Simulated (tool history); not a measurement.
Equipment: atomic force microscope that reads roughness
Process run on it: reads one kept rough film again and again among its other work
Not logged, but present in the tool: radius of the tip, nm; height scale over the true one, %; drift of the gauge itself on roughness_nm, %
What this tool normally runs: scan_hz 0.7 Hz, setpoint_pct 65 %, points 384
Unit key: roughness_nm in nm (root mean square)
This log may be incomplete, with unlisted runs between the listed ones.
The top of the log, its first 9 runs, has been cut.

run	day	scan_hz	setpoint_pct	points	pictures with this tip	hours of work since the height scale was calibrated	roughness_nm
10	17.458	0.7	65	384	233	1134	1.028
# day 18.667: new tip fitted
11	19.046	0.7	65	384	11	1157	1.069
12	20.433	2.053	65	384	51	1178	1.001
13	23.008	0.7	65	384	126	1216	1.041
14	25.342	0.7	65	384	194	1251	1.029
# day 27.9: new tip fitted
15	27.967	0.7	65	1022	1	1289	1.077
16	30.983	1.784	65	384	89	1334	1.013
17	33.538	0.755	75	680	163	1372	1.017
18	35.583	0.649	78	965	223	1402	1.008
# day 37.196: new tip fitted
19	37.942	0.694	79	729	22	1437	1.044
20	41.154	0.7	82	516	115	1484	1.011
21	43.146	0.7	82	516	173	1514	0.998
22	45.85	1.829	73	384	252	1554	0.945
# day 46.433: new tip fitted
23	48.242	1.829	78	384	52	1589	0.942
24	50.446	1.829	59	300	116	1622	1.028
25	52.329	1.829	59	300	171	1650	1.019
26	54.788	1.829	59	638	243	1686	1.009
# day 55.604: new tip fitted
27	56.962	3.556	65	410	39	1718	0.961
28	58.842	0.551	66	677	94	1746	1.07
29	61.138	0.589	59	384	161	1780	1.06
30	62.996	0.542	77	569	215	1807	1.021
# day 64.904: new tip fitted
31	66.008	1.232	65	384	32	1852	1.05

Alternative continuations, all from the tool just after run 31; predict every row:
A	68.008	1.232	69	384	91	1881	?
B	68.008	1.808	85	918	91	1881	?
C	68.008	1.232	73	384	91	1881	?

run	roughness_nm
A	1.025
B	0.902
C	1.01
The same runs, with their run-to-run variation unchanged, on a tool lacking any hidden condition would have given:
run	roughness_nm
A	1.037
B	0.912
C	1.021

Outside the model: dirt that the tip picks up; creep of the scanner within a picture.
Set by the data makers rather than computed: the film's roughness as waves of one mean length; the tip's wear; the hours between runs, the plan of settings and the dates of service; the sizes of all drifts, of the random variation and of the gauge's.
